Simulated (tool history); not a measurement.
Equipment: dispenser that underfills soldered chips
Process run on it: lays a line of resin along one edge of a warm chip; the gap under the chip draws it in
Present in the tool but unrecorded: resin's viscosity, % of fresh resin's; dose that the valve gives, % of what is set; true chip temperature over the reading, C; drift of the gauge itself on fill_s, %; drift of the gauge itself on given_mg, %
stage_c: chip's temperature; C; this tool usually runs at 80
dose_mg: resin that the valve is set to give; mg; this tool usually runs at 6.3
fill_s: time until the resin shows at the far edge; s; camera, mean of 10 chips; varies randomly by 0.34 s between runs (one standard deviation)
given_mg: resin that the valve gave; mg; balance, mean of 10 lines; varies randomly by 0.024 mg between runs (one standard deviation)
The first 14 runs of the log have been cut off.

run,day,stage_c,dose_mg,hours of work since the syringe was changed,hours of work since the valve was cleaned,hours of work since the stage was calibrated,fill_s,given_mg
15,2.467,85,6.3,8,33,63,18,6.16
# day 2.512: new syringe of resin
16,2.654,85,6.3,2,36,65,14.7,6.15
17,2.879,77,7.22,6,39,69,21.8,7.04
18,3.042,84,7.22,8,42,71,18.4,7.07
# day 3.092: new syringe of resin
19,3.242,75,8.04,2,45,74,20.8,7.8
20,3.354,94,6.23,4,46,76,11.7,6.1
21,3.488,67,5.51,6,48,78,30.9,5.35
22,3.629,78,6.79,8,50,80,23,6.59
# day 3.679: new syringe of resin
23,3.783,66,6.42,2,53,82,27.3,6.25
24,4,66,8.06,5,56,85,30,7.8
25,4.221,66,8.06,8,59,89,32.7,7.77
# day 4.262: new syringe of resin
26,4.383,86,6.48,2,62,91,14.4,6.24
27,4.554,78,7.99,4,64,93,19.7,7.66
# day 4.767: dispensing valve cleaned and set on the balance
28,4.779,80,6.65,7,0,96,20.6,6.65
# day 4.888: new syringe of resin
29,4.929,80,6.65,1,2,98,16.8,6.63
30,5.062,75,5.45,3,4,100,21.2,5.4

Here are 3 independent what-if runs from the current tool condition. What would each one return?
A,5.267,75,5.75,6,7,103,?,?
B,5.267,85,5.92,6,7,103,?,?
C,5.267,75,6.58,6,7,103,?,?

run,fill_s,given_mg
A,22.8,5.71
B,17,5.92
C,23.5,6.54
With the hidden condition removed and each run's random variation left untouched, the same runs would have given:
run,fill_s,given_mg
A,18.6,5.74
B,13.9,5.95
C,19.3,6.57
